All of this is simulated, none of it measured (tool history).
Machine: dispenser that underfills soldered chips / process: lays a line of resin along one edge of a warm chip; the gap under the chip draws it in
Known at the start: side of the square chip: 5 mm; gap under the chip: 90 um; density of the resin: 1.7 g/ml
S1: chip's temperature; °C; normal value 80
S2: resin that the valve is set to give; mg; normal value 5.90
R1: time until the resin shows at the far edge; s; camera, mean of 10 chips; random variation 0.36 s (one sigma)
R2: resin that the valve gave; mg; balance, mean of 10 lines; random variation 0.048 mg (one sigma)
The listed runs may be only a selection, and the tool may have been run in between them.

{"run": 1, "day": 0.0, "S1": 80, "S2": 5.9, "R1": 22.4, "R2": 5.79}
{"run": 2, "day": 0.421, "S1": 80, "S2": 5.72, "R1": 23.1, "R2": 5.61}
{"run": 3, "day": 0.8, "S1": 80, "S2": 5.72, "R1": 23.0, "R2": 5.61}
{"run": 4, "day": 1.208, "S1": 80, "S2": 5.94, "R1": 24.1, "R2": 5.79}
{"run": 5, "day": 1.575, "S1": 80, "S2": 5.94, "R1": 25.0, "R2": 5.72}
{"run": 6, "day": 1.821, "S1": 80, "S2": 5.94, "R1": 20.8, "R2": 5.8}
{"run": 7, "day": 2.138, "S1": 80, "S2": 5.9, "R1": 30.3, "R2": 5.61}
{"run": 8, "day": 2.592, "S1": 80, "S2": 5.9, "R1": 21.9, "R2": 5.49}
{"run": 9, "day": 3.054, "S1": 80, "S2": 7.35, "R1": 22.3, "R2": 6.99}
{"run": 10, "day": 3.35, "S1": 80, "S2": 6.35, "R1": 21.5, "R2": 5.98}
{"run": 11, "day": 3.633, "S1": 80, "S2": 7.42, "R1": 30.2, "R2": 6.87}
{"run": 12, "day": 3.938, "S1": 80, "S2": 7.42, "R1": 26.5, "R2": 6.85}
{"run": 13, "day": 4.325, "S1": 65, "S2": 5.9, "R1": 51.1, "R2": 5.38}
{"run": 14, "day": 4.729, "S1": 65, "S2": 6.18, "R1": 52.1, "R2": 5.61}
{"run": 15, "day": 5.25, "S1": 65, "S2": 6.18, "R1": 39.3, "R2": 5.57}
{"run": 16, "day": 5.817, "S1": 65, "S2": 6.18, "R1": 49.6, "R2": 5.59}
{"run": 17, "day": 6.312, "S1": 79, "S2": 5.54, "R1": 33.0, "R2": 4.96}
{"run": 18, "day": 6.708, "S1": 80, "S2": 5.35, "R1": 31.5, "R2": 4.77}
{"run": 19, "day": 7.288, "S1": 80, "S2": 5.35, "R1": 23.1, "R2": 5.28}
{"run": 20, "day": 7.525, "S1": 91, "S2": 7.09, "R1": 19.4, "R2": 6.97}
{"run": 21, "day": 8.067, "S1": 86, "S2": 7.09, "R1": 18.6, "R2": 7.07}
{"run": 22, "day": 8.375, "S1": 71, "S2": 5.39, "R1": 31.1, "R2": 5.3}
{"run": 23, "day": 8.75, "S1": 82, "S2": 6.68, "R1": 19.0, "R2": 6.52}
{"run": 24, "day": 9.158, "S1": 82, "S2": 6.68, "R1": 20.4, "R2": 6.58}
{"run": 25, "day": 9.725, "S1": 82, "S2": 6.68, "R1": 25.2, "R2": 6.45}
{"run": 26, "day": 10.104, "S1": 82, "S2": 6.68, "R1": 24.8, "R2": 6.48}
{"run": 27, "day": 10.583, "S1": 78, "S2": 6.63, "R1": 32.6, "R2": 6.24}
{"run": 28, "day": 11.083, "S1": 77, "S2": 7.15, "R1": 24.1, "R2": 6.77}
{"run": 29, "day": 11.654, "S1": 89, "S2": 6.24, "R1": 20.4, "R2": 5.82}
{"run": 30, "day": 12.242, "S1": 89, "S2": 6.24, "R1": 16.3, "R2": 5.75}
{"run": 31, "day": 12.546, "S1": 69, "S2": 6.78, "R1": 33.1, "R2": 6.33}

Not shown: 34 entries that the log had between the listed runs. Between which runs, and how does the tool's hidden state differ before and after?
In the gap between runs 1 and 2: new syringe of resin (day 0.304)
  resin's viscosity, % of fresh resin's: 110.9 -> 114.4; dose that the valve gives, % of what is set: 98.51 -> 97.86; true chip temperature over the reading, C: -1.05 -> -1.08
  measured result minus the result with no hidden state, R1: +3.0 -> +3.9 s; R2: -0.08 -> -0.13 mg
In the gap between runs 2 and 3: new syringe of resin (day 0.675)
  resin's viscosity, % of fresh resin's: 114.4 -> 116.1; dose that the valve gives, % of what is set: 97.86 -> 97.29; true chip temperature over the reading, C: -1.08 -> -1.1
  measured result minus the result with no hidden state, R1: +3.9 -> +4.1 s; R2: -0.13 -> -0.16 mg
In the gap between runs 3 and 4: new syringe of resin (day 1.038)
  resin's viscosity, % of fresh resin's: 116.1 -> 121.8; dose that the valve gives, % of what is set: 97.29 -> 96.69; true chip temperature over the reading, C: -1.1 -> -1.12
  measured result minus the result with no hidden state, R1: +4.1 -> +5.3 s; R2: -0.16 -> -0.20 mg
In the gap between runs 4 and 5: new syringe of resin (day 1.400)
  resin's viscosity, % of fresh resin's: 121.8 -> 124.4; dose that the valve gives, % of what is set: 96.69 -> 96.19; true chip temperature over the reading, C: -1.12 -> -1.14
  measured result minus the result with no hidden state, R1: +5.3 -> +6.0 s; R2: -0.20 -> -0.23 mg
In the gap between runs 5 and 6: new syringe of resin (day 1.796)
  resin's viscosity, % of fresh resin's: 124.4 -> 103.1; dose that the valve gives, % of what is set: 96.19 -> 95.82; true chip temperature over the reading, C: -1.14 -> -1.16
  measured result minus the result with no hidden state, R1: +6.0 -> +1.6 s; R2: -0.23 -> -0.25 mg
In the gap between runs 7 and 8: new syringe of resin (day 2.183); new syringe of resin (day 2.550)
  resin's viscosity, % of fresh resin's: 150.4 -> 106.6; dose that the valve gives, % of what is set: 95.31 -> 94.65; true chip temperature over the reading, C: -1.18 -> -1.2
  measured result minus the result with no hidden state, R1: +11.4 -> +2.5 s; R2: -0.28 -> -0.31 mg
In the gap between runs 8 and 9: new syringe of resin (day 2.942)
  resin's viscosity, % of fresh resin's: 106.6 -> 113.2; dose that the valve gives, % of what is set: 94.65 -> 94; true chip temperature over the reading, C: -1.2 -> -1.23
  measured result minus the result with no hidden state, R1: +2.5 -> +3.5 s; R2: -0.31 -> -0.44 mg
In the gap between runs 9 and 10: new syringe of resin (day 3.300)
  resin's viscosity, % of fresh resin's: 113.2 -> 106.4; dose that the valve gives, % of what is set: 94 -> 93.56; true chip temperature over the reading, C: -1.23 -> -1.25
  measured result minus the result with no hidden state, R1: +3.5 -> +2.4 s; R2: -0.44 -> -0.41 mg
In the gap between runs 11 and 12: new syringe of resin (day 3.696)
  resin's viscosity, % of fresh resin's: 149.5 -> 134.1; dose that the valve gives, % of what is set: 93.12 -> 92.69; true chip temperature over the reading, C: -1.26 -> -1.28
  measured result minus the result with no hidden state, R1: +11.0 -> +7.8 s; R2: -0.51 -> -0.54 mg
In the gap between runs 12 and 13: new syringe of resin (day 4.067)
  resin's viscosity, % of fresh resin's: 134.1 -> 136; dose that the valve gives, % of what is set: 92.69 -> 92.17; true chip temperature over the reading, C: -1.28 -> -1.31
  measured result minus the result with no hidden state, R1: +7.8 -> +16.1 s; R2: -0.54 -> -0.46 mg
In the gap between runs 13 and 14: new syringe of resin (day 4.479)
  resin's viscosity, % of fresh resin's: 136 -> 136.5; dose that the valve gives, % of what is set: 92.17 -> 91.6; true chip temperature over the reading, C: -1.31 -> -1.33
  measured result minus the result with no hidden state, R1: +16.1 -> +16.6 s; R2: -0.46 -> -0.52 mg
In the gap between runs 14 and 15: new syringe of resin (day 4.854); new syringe of resin (day 5.217)
  resin's viscosity, % of fresh resin's: 136.5 -> 103.2; dose that the valve gives, % of what is set: 91.6 -> 90.82; true chip temperature over the reading, C: -1.33 -> -1.36
  measured result minus the result with no hidden state, R1: +16.6 -> +3.9 s; R2: -0.52 -> -0.57 mg
In the gap between runs 15 and 16: new syringe of resin (day 5.575)
  resin's viscosity, % of fresh resin's: 103.2 -> 133.7; dose that the valve gives, % of what is set: 90.82 -> 90.01; true chip temperature over the reading, C: -1.36 -> -1.4
  measured result minus the result with no hidden state, R1: +3.9 -> +15.2 s; R2: -0.57 -> -0.61 mg
In the gap between runs 16 and 17: new syringe of resin (day 5.971)
  resin's viscosity, % of fresh resin's: 133.7 -> 150.2; dose that the valve gives, % of what is set: 90.01 -> 89.22; true chip temperature over the reading, C: -1.4 -> -1.43
  measured result minus the result with no hidden state, R1: +15.2 -> +12.9 s; R2: -0.61 -> -0.60 mg
In the gap between runs 17 and 18: new syringe of resin (day 6.375)
  resin's viscosity, % of fresh resin's: 150.2 -> 147.2; dose that the valve gives, % of what is set: 89.22 -> 88.7; true chip temperature over the reading, C: -1.43 -> -1.45
  measured result minus the result with no hidden state, R1: +12.9 -> +12.0 s; R2: -0.60 -> -0.60 mg
In the gap between runs 18 and 19: new syringe of resin (day 6.762); new syringe of resin (day 7.138); dispensing valve cleaned and set on the balance (day 7.179)
  resin's viscosity, % of fresh resin's: 147.2 -> 113.4; dose that the valve gives, % of what is set: 88.7 -> 99.87; true chip temperature over the reading, C: -1.45 -> -1.48
  measured result minus the result with no hidden state, R1: +12.0 -> +3.9 s; R2: -0.60 -> -0.01 mg
In the gap between runs 20 and 21: new syringe of resin (day 7.583); new syringe of resin (day 7.958)
  resin's viscosity, % of fresh resin's: 150.5 -> 114.7; dose that the valve gives, % of what is set: 99.53 -> 98.82; true chip temperature over the reading, C: -1.5 -> -1.53
  measured result minus the result with no hidden state, R1: +7.2 -> +3.3 s; R2: -0.04 -> -0.08 mg
In the gap between runs 21 and 22: new syringe of resin (day 8.346)
  resin's viscosity, % of fresh resin's: 114.7 -> 104; dose that the valve gives, % of what is set: 98.82 -> 98.41; true chip temperature over the reading, C: -1.53 -> -1.55
  measured result minus the result with no hidden state, R1: +3.3 -> +3.2 s; R2: -0.08 -> -0.08 mg
In the gap between runs 22 and 23: new syringe of resin (day 8.725)
  resin's viscosity, % of fresh resin's: 104 -> 102.3; dose that the valve gives, % of what is set: 98.41 -> 97.85; true chip temperature over the reading, C: -1.55 -> -1.57
  measured result minus the result with no hidden state, R1: +3.2 -> +1.5 s; R2: -0.08 -> -0.15 mg
In the gap between runs 23 and 24: new syringe of resin (day 9.092)
  resin's viscosity, % of fresh resin's: 102.3 -> 109.2; dose that the valve gives, % of what is set: 97.85 -> 97.28; true chip temperature over the reading, C: -1.57 -> -1.6
  measured result minus the result with no hidden state, R1: +1.5 -> +2.8 s; R2: -0.15 -> -0.18 mg
In the gap between runs 24 and 25: new syringe of resin (day 9.483)
  resin's viscosity, % of fresh resin's: 109.2 -> 132.5; dose that the valve gives, % of what is set: 97.28 -> 96.44; true chip temperature over the reading, C: -1.6 -> -1.63
  measured result minus the result with no hidden state, R1: +2.8 -> +7.3 s; R2: -0.18 -> -0.24 mg
In the gap between runs 25 and 26: new syringe of resin (day 9.871)
  resin's viscosity, % of fresh resin's: 132.5 -> 133.8; dose that the valve gives, % of what is set: 96.44 -> 95.88; true chip temperature over the reading, C: -1.63 -> -1.65
  measured result minus the result with no hidden state, R1: +7.3 -> +7.6 s; R2: -0.24 -> -0.28 mg
In the gap between runs 26 and 27: new syringe of resin (day 10.262)
  resin's viscosity, % of fresh resin's: 133.8 -> 148.6; dose that the valve gives, % of what is set: 95.88 -> 95.11; true chip temperature over the reading, C: -1.65 -> -1.68
  measured result minus the result with no hidden state, R1: +7.6 -> +12.3 s; R2: -0.28 -> -0.33 mg
In the gap between runs 27 and 28: new syringe of resin (day 10.642); new syringe of resin (day 11.008)
  resin's viscosity, % of fresh resin's: 148.6 -> 108.4; dose that the valve gives, % of what is set: 95.11 -> 94.42; true chip temperature over the reading, C: -1.68 -> -1.71
  measured result minus the result with no hidden state, R1: +12.3 -> +3.4 s; R2: -0.33 -> -0.40 mg
In the gap between runs 28 and 29: new syringe of resin (day 11.388)
  resin's viscosity, % of fresh resin's: 108.4 -> 139.4; dose that the valve gives, % of what is set: 94.42 -> 93.59; true chip temperature over the reading, C: -1.71 -> -1.74
  measured result minus the result with no hidden state, R1: +3.4 -> +6.8 s; R2: -0.40 -> -0.40 mg
In the gap between runs 29 and 30: new syringe of resin (day 11.758); new syringe of resin (day 12.146)
  resin's viscosity, % of fresh resin's: 139.4 -> 112.4; dose that the valve gives, % of what is set: 93.59 -> 92.72; true chip temperature over the reading, C: -1.74 -> -1.78
  measured result minus the result with no hidden state, R1: +6.8 -> +2.9 s; R2: -0.40 -> -0.45 mg
In the gap between runs 30 and 31: new syringe of resin (day 12.512)
  resin's viscosity, % of fresh resin's: 112.4 -> 104.8; dose that the valve gives, % of what is set: 92.72 -> 92.29; true chip temperature over the reading, C: -1.78 -> -1.8
  measured result minus the result with no hidden state, R1: +2.9 -> +4.1 s; R2: -0.45 -> -0.52 mg

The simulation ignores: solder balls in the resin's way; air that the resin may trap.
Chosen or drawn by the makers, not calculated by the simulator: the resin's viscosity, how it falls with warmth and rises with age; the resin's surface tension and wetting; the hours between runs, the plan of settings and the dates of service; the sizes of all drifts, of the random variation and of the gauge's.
